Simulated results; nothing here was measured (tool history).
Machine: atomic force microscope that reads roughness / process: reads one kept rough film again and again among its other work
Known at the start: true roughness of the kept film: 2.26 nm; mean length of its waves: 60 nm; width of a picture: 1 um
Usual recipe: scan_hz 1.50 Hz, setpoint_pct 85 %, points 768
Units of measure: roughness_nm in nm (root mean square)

run	day	scan_hz	setpoint_pct	points	roughness_nm
1	0.000	1.50	85	768	2.107
2	1.246	1.50	85	768	2.090
3	2.871	1.50	85	768	2.073
# day 3.883: new tip fitted
4	4.921	1.50	85	884	2.100
5	6.554	0.61	85	768	2.141
# day 7.888: new tip fitted
6	8.196	1.50	85	768	2.128
7	9.458	1.50	85	768	2.096
8	10.925	1.50	85	768	2.067
# day 11.775: new tip fitted
9	13.004	1.50	85	768	2.092
10	15.012	1.50	85	768	2.063
# day 15.696: new tip fitted
11	16.992	1.50	85	768	2.099
12	18.271	1.50	85	768	2.067
# day 19.592: new tip fitted
13	19.592	0.53	85	768	2.191
14	21.417	1.50	85	768	2.093
15	23.458	2.29	85	768	1.996
# day 23.683: new tip fitted
16	25.846	1.50	85	768	2.092
# day 26.100: height scale calibrated on a step standard
# day 27.804: new tip fitted
17	28.262	1.50	85	768	2.132
18	29.321	1.50	85	768	2.112
19	31.450	1.50	85	768	2.062
# day 31.671: height scale calibrated on a step standard, once more
# day 31.900: new tip fitted
20	32.658	1.50	85	768	2.080
21	34.958	1.50	84	768	2.053
# day 35.929: new tip fitted
22	36.533	1.50	84	768	2.100
23	38.700	1.50	84	768	2.053
# day 39.896: new tip fitted
24	39.967	0.59	87	655	2.182
25	41.983	0.59	87	655	2.136
26	42.983	2.64	67	643	2.084
# day 43.817: new tip fitted
27	44.338	1.50	74	418	2.143
28	46.192	0.84	78	457	2.141
# day 47.858: new tip fitted
29	48.421	0.54	66	417	2.219
30	49.521	0.72	60	306	2.183
31	50.629	1.88	85	437	2.019
# day 51.879: new tip fitted
32	53.021	1.88	85	437	2.072
33	54.971	1.88	85	437	2.030
# day 55.888: new tip fitted
34	56.038	0.76	55	311	2.218
35	58.117	0.76	55	311	2.172
# day 59.779: new tip fitted
36	59.925	3.81	64	381	2.134
37	62.183	3.60	64	381	2.097
# day 63.683: new tip fitted
38	63.683	3.60	63	381	2.151
39	64.696	3.60	63	381	2.136
40	66.608	1.50	85	436	2.054

Alternative continuations, all from the tool just after run 40; predict every row:
# day 67.650: new tip fitted
A	67.650	3.11	85	436	?
# day 67.650: new tip fitted
B	67.650	3.63	85	436	?
# day 67.650: new tip fitted
C	67.650	2.41	57	436	?

run	roughness_nm
A	2.004
B	1.972
C	2.206
Had the tool no hidden state, the same runs would have come out as:
run	roughness_nm
A	1.988
B	1.957
C	2.189
